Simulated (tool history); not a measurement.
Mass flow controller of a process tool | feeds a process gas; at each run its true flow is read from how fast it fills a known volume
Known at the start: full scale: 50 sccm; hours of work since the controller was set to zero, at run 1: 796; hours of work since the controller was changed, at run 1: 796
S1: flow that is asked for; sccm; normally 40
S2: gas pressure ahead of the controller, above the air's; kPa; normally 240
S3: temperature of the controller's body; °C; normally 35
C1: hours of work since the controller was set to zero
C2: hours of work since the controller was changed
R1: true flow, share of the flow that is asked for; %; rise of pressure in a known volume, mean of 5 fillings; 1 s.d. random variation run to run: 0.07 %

run    hour  S1   S2  S3    C1    C2     R1
  1     0.0  40  240  35   796   796  98.92
  2   268.0  40  240  35   991   991  98.95
  3   480.3  40  240  35  1146  1146  98.65
  4   614.9  40  240  35  1244  1244  98.77
  5   874.5  40  180  35  1433  1433  98.94
  6  1030.7  40  180  35  1546  1546  98.90
  7  1285.2  40  240  35  1731  1731  98.52
  8  1546.2  42  240  35  1921  1921  98.58
  9  1834.3  40  189  35  2131  2131  98.77
 10  2132.1  40  189  35  2348  2348  98.72
 11  2293.4  40  240  26  2465  2465  98.60
 12  2429.5  40  240  26  2564  2564  98.49
 13  2576.1  40  240  35  2671  2671  98.21
 14  2741.7  40  240  30  2791  2791  98.41
 15  2923.6  40  240  30  2923  2923  98.41
 16  3144.7  40  240  30  3084  3084  98.32
 17  3418.4  40  240  30  3283  3283  98.37
     3439.6  -- controller's zero set anew
 18  3705.8  40  152  21   194  3492  99.03

Estimate the outcome of run 19 from the log above:
 19  3990.8  40  240  26  401  3699   ?

R1: 98.25 %
Were there no unlogged condition in the tool, this run, its random variation unchanged, would have produced R1 99.06 %.

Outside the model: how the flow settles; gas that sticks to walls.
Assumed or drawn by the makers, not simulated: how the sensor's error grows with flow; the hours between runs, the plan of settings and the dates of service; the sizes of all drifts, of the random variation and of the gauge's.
